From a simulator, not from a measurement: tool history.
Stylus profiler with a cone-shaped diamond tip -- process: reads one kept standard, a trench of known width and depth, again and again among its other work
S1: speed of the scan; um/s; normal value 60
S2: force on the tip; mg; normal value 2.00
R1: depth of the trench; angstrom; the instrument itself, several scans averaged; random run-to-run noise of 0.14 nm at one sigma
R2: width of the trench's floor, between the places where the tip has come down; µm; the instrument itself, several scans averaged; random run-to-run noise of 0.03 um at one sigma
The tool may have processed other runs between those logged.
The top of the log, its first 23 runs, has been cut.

run    hour   S1    S2      R1     R2
 24  1588.5   49  1.92  5112.6  95.30
     1679.6  -- height scale calibrated on a step standard, once more
 25  1680.3   18  1.92  5068.9  95.47
 26  1757.7  102  0.93  5045.1  94.83
 27  1807.7  190  1.82  5069.1  94.59
 28  1884.0   69  0.80  5040.0  94.98
 29  1942.6  201  3.14  5099.0  94.71
 30  2040.6  201  3.14  5099.6  94.69
 31  2137.2   20  3.14  5100.5  95.33
 32  2200.0   20  3.14  5100.7  95.33
 33  2254.8   20  3.14  5102.5  95.36
 34  2312.7   28  2.00  5076.6  95.29
 35  2359.3   59  3.23  5103.9  95.18
 36  2418.6   28  5.41  5146.8  95.31
 37  2473.5   28  5.41  5146.8  95.23
 38  2518.3   28  5.32  5145.9  95.25
     2592.6  -- new tip fitted, height scale calibrated
 39  2618.2   28  5.32  5139.8  97.24
 40  2717.6  188  1.40  5057.0  96.10
 41  2766.7  113  3.64  5110.4  96.82
 42  2859.4  113  3.64  5109.8  96.79
 43  2937.4  161  0.76  5041.1  95.91
 44  3035.1  161  0.76  5039.4  95.82
 45  3128.1  161  0.76  5041.3  95.85

Here are 4 independent what-if runs from the current tool condition. What would each one return?
  A  3193.4  196  1.10   ?   ?
  B  3193.4   55  5.59   ?   ?
  C  3193.4   50  1.90   ?   ?
  D  3193.4   60  1.12   ?   ?

run      R1     R2
  A  5051.4  95.84
  B  5151.7  96.95
  C  5072.2  96.82
  D  5050.6  96.73
What these runs would have given with no unlogged condition in the tool:
run      R1     R2
  A  5048.1  96.11
  B  5148.3  97.22
  C  5068.9  97.09
  D  5047.3  97.00

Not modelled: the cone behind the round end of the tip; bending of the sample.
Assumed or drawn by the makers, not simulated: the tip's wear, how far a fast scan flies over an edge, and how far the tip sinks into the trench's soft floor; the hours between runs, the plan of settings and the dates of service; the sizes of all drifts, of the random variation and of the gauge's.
